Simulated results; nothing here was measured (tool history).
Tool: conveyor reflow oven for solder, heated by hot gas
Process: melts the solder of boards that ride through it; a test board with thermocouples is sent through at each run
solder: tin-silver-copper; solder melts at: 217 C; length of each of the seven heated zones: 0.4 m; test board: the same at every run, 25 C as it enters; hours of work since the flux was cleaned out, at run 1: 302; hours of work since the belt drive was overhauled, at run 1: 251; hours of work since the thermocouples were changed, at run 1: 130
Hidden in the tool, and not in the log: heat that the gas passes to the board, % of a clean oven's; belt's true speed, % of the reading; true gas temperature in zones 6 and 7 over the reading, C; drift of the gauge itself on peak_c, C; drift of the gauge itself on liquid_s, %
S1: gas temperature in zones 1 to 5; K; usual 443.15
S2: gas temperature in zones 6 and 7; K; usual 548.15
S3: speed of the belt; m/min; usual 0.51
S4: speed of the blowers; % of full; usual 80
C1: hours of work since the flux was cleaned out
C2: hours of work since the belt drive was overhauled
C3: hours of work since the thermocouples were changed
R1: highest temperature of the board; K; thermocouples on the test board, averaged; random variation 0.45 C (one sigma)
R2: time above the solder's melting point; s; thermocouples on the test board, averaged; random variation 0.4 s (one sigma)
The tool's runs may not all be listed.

run,hour,S1,S2,S3,S4,C1,C2,C3,R1,R2
1,0,443.15,548.15,0.51,80,302,251,130,529.15,71.6
2,12.8,442.15,548.15,0.51,80,308,257,136,529.25,71.2
3,22.6,443.15,554.15,0.51,80,313,262,141,534.35,76.1
4,28.4,443.15,554.15,0.51,80,316,265,144,534.95,75.5
5,38.7,443.15,548.15,0.567,80,321,270,149,525.25,59.9
6,46.4,443.15,548.15,0.567,80,324,273,152,524.95,60.1
7,56,443.15,548.15,0.51,80,329,278,157,529.75,71.1
8,65.8,443.15,548.15,0.51,80,334,283,162,529.35,71.3
9,73.8,443.15,548.15,0.583,80,337,287,165,523.55,57.2
# hour 79: belt drive overhauled, speed set with a stopwatch
10,87.3,443.15,548.15,0.583,80,342,4,170,524.25,57.6
11,99.2,437.15,548.15,0.51,80,348,10,176,527.65,68.4
# hour 107.1: belt drive overhauled, speed set with a stopwatch, once more
12,108.9,437.15,548.15,0.51,80,350,1,178,527.45,67.6
13,115.5,437.15,548.15,0.51,80,353,4,181,527.25,67.6
14,128.3,428.15,555.15,0.51,80,360,10,188,532.05,68
15,133.8,428.15,555.15,0.51,80,362,13,190,532.35,67.7
16,141.8,440.15,548.15,0.6,80,366,17,194,520.95,52
17,155,440.15,548.15,0.6,80,372,23,200,521.85,51.3
18,163.4,456.15,548.15,0.432,80,376,27,204,535.55,98.9
19,168.7,447.15,546.15,0.51,80,379,29,207,527.55,71.5
20,175.4,443.15,544.15,0.51,80,382,33,210,524.95,67.6
21,184.8,443.15,544.15,0.51,82,386,37,214,525.15,68.8
22,195.5,443.15,544.15,0.51,82,392,42,220,525.75,68.4
23,205.9,443.15,548.15,0.51,66,396,47,225,525.25,67.5

Forecast each of these 3 alternatives for the next run:
A,218.1,443.15,548.15,0.456,64,402,53,230,?,?
B,218.1,443.15,552.15,0.51,80,402,53,230,?,?
C,218.1,449.15,543.15,0.51,61,402,53,230,?,?

run,R1,R2
A,529.85,79.6
B,531.65,73
C,521.95,66
Without the tool's hidden state the same runs would have given:
run,R1,R2
A,532.85,82.9
B,535.25,76.3
C,525.05,69.9
